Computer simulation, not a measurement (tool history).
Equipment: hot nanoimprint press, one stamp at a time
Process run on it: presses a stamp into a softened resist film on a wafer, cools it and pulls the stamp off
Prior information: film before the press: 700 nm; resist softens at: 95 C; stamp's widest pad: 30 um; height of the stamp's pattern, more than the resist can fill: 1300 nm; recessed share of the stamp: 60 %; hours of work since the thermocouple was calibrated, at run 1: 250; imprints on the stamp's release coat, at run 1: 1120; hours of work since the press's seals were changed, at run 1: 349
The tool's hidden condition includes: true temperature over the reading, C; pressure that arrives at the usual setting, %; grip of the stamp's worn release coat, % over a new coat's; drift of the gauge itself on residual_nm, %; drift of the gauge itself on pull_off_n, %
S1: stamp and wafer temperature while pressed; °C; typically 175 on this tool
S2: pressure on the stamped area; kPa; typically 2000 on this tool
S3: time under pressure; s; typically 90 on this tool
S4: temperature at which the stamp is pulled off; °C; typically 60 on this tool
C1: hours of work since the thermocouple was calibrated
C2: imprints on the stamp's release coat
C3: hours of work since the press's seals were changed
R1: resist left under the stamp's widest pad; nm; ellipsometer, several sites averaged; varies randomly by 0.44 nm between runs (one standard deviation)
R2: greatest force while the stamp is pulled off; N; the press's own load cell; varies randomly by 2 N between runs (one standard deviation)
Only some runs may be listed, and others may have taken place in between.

run	hour	S1	S2	S3	S4	C1	C2	C3	R1	R2
1	0	175	2000	90	60	250	1120	349	309.2	97
2	8.7	175	2000	90	60	255	1142	354	309.3	101
# hour 14.1: plate thermocouple calibrated
3	24.4	175	2000	90	60	6	1174	361	309.4	102
4	34.9	175	2000	90	60	12	1200	367	308.7	103
5	51.2	175	2000	90	60	21	1242	377	308.5	102
6	60.3	175	2000	90	60	26	1265	382	307.9	99
7	70.5	175	2000	90	60	32	1290	387	307.1	100
8	83.1	175	2000	90	60	39	1322	395	307.7	100
9	93.9	175	2000	90	60	45	1350	401	307	101
10	103.6	175	2000	90	60	50	1374	406	307.3	104
# hour 122.2: stamp cleaned and given a new release coat
11	122.3	175	2000	179	60	58	0	413	243.9	104
12	130.9	175	2000	179	60	62	22	418	243.6	100
13	148.1	175	2000	179	60	72	65	428	243	100
14	164.4	175	2000	101	60	81	107	437	294.1	101
15	173.7	175	2000	101	60	87	130	442	293.7	99
16	187.5	178	2000	65	54	94	165	450	299.4	104
17	202.8	175	2000	65	60	103	204	459	337.6	100
18	215.1	185	2000	147	60	110	235	466	169.9	102
19	228.7	185	2000	147	60	118	269	473	169.6	102
# hour 236.3: gauge calibrated
20	242	165	2960	56	60	125	303	481	434.9	101
21	256.2	184	1610	88	57	133	339	489	245.6	106
22	273.3	175	2000	48	49	143	382	498	374.8	116
23	288	175	2000	88	60	151	419	507	310.3	103
24	304.5	177	2160	57	66	160	461	516	314.3	95
25	314.2	178	1790	165	52	166	485	521	236.4	111
26	329.3	178	1790	165	52	174	523	530	235.9	109
27	347.3	169	2000	90	64	184	569	540	391.8	95
28	360.5	173	2380	45	56	192	602	547	375	104
29	369.2	173	1620	78	56	197	624	552	388.2	107
30	377.7	173	1620	78	56	202	646	557	387.1	105

Forecast each of these 4 alternatives for the next run:
A	386.9	175	1320	90	60	207	669	562	?	?
B	386.9	177	2000	90	60	207	669	562	?	?
C	386.9	175	1450	47	60	207	669	562	?	?
D	386.9	185	1300	180	56	207	669	562	?	?

run	R1	R2
A	382.3	101
B	282.2	104
C	438.1	101
D	207.1	104
With the hidden condition removed and each run's random variation left untouched, the same runs would have given:
run	R1	R2
A	387.5	101
B	286	104
C	444	101
D	209.9	104
